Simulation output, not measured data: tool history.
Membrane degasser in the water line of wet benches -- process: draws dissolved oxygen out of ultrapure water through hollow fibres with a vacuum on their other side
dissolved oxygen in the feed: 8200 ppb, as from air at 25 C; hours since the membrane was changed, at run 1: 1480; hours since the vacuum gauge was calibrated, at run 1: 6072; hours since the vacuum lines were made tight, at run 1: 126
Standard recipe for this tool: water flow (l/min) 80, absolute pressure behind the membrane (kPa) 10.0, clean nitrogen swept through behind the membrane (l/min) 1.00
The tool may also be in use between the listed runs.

run	hour	water flow (l/min)	absolute pressure behind the membrane (kPa)	clean nitrogen swept through behind the membrane (l/min)	hours since the membrane was changed	hours since the vacuum gauge was calibrated	hours since the vacuum lines were made tight	dissolved oxygen in the water behind the degasser (ppb)	pressure that the water loses in the fibres (kPa)
1	0.0	80	10.0	1.00	1480	6072	126	1101.0	43.50
2	45.2	80	10.0	1.00	1525	6117	171	1107.1	43.61
3	86.9	80	10.0	1.80	1567	6159	213	816.5	43.81
4	133.4	80	10.0	1.80	1613	6205	260	826.3	43.96
# hour 136.9: vacuum gauge calibrated
5	176.8	80	14.2	1.00	1656	40	303	1537.2	43.96
6	206.1	114	10.0	1.00	1685	69	332	1643.8	62.22
7	232.5	114	10.0	1.00	1712	96	358	1621.1	62.20
8	276.8	93	8.4	1.00	1756	140	403	1133.8	51.16
9	300.4	93	8.4	1.00	1780	163	426	1131.3	50.79
10	330.3	93	8.4	1.00	1809	193	456	1149.5	51.06
11	351.6	78	7.5	0.83	1831	215	477	879.9	42.84
12	372.8	78	7.5	0.83	1852	236	499	895.0	42.68
13	395.6	78	7.5	0.83	1875	259	521	899.6	42.71
# hour 399.6: vacuum gauge calibrated, once more
14	422.9	101	10.0	1.37	1902	23	548	1209.9	55.10

Each row is a separate what-if for the run after 14, all from the same tool condition, not one after another. Results?
A	460.0	54	10.0	1.00	1939	60	585	?	?
B	460.0	76	6.6	0.52	1939	60	585	?	?
C	460.0	98	10.0	1.37	1939	60	585	?	?

run	dissolved oxygen in the water behind the degasser (ppb)	pressure that the water loses in the fibres (kPa)
A	703.1	29.49
B	829.3	41.63
C	1161.8	53.91
What these runs would have given with no unlogged condition in the tool:
run	dissolved oxygen in the water behind the degasser (ppb)	pressure that the water loses in the fibres (kPa)
A	700.3	28.89
B	820.6	40.80
C	1142.5	52.83

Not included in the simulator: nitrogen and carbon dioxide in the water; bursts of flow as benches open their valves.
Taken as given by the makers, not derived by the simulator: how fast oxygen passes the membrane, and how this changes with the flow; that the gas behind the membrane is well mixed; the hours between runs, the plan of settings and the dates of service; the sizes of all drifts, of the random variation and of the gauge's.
